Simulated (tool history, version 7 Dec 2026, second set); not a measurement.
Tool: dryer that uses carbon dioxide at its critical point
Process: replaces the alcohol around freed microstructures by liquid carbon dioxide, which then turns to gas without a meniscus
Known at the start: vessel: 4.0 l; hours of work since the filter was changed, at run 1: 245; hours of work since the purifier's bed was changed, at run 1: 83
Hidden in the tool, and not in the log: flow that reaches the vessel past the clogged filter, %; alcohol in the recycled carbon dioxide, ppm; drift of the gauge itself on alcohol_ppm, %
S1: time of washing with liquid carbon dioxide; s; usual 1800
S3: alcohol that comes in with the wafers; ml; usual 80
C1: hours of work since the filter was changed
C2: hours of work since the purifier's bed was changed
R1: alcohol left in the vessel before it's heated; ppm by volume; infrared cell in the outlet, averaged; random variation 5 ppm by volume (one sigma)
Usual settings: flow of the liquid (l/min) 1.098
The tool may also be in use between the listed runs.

Run 1, day 0: usual settings; C1 245; C2 83. Result: R1 45 ppm by volume.
Run 2, day 0.275: usual settings; C1 250; C2 88. Result: R1 38 ppm by volume.
Run 3, day 0.696: usual settings but flow of the liquid (l/min) 1; C1 257; C2 95. Result: R1 67 ppm by volume.
Run 4, day 1.058: usual settings but flow of the liquid (l/min) 1; C1 263; C2 101. Result: R1 73 ppm by volume.
Run 5, day 1.458: usual settings but S3 39 ml; C1 270; C2 108. Result: R1 52 ppm by volume.
Run 6, day 1.683: usual settings but S3 39 ml; C1 274; C2 112. Result: R1 47 ppm by volume.
Run 7, day 1.988: usual settings; C1 279; C2 117. Result: R1 63 ppm by volume.
Run 8, day 2.404: usual settings; C1 286; C2 125. Result: R1 64 ppm by volume.
Run 9, day 2.725: usual settings; C1 292; C2 130. Result: R1 62 ppm by volume.
Run 10, day 3.121: usual settings but S1 1560 s; C1 299; C2 137. Result: R1 101 ppm by volume.
Run 11, day 3.512: usual settings but S1 1560 s; C1 306; C2 144. Result: R1 97 ppm by volume.
Run 12, day 3.833: usual settings but S1 1440 s, flow of the liquid (l/min) 1.14, S3 30 ml; C1 311; C2 149. Result: R1 76 ppm by volume.
Run 13, day 4.238: usual settings but S1 1440 s, flow of the liquid (l/min) 1.14, S3 30 ml; C1 318; C2 156. Result: R1 71 ppm by volume.

Forecast run 14:
Run 14, day 4.467: usual settings but S1 2640 s, flow of the liquid (l/min) 1.51, S3 91 ml; C1 322; C2 160. Result: R1 ?.

{"run 14": {"R1": 52}}
Without the tool's hidden state the same run would have given R1 6 ppm by volume.

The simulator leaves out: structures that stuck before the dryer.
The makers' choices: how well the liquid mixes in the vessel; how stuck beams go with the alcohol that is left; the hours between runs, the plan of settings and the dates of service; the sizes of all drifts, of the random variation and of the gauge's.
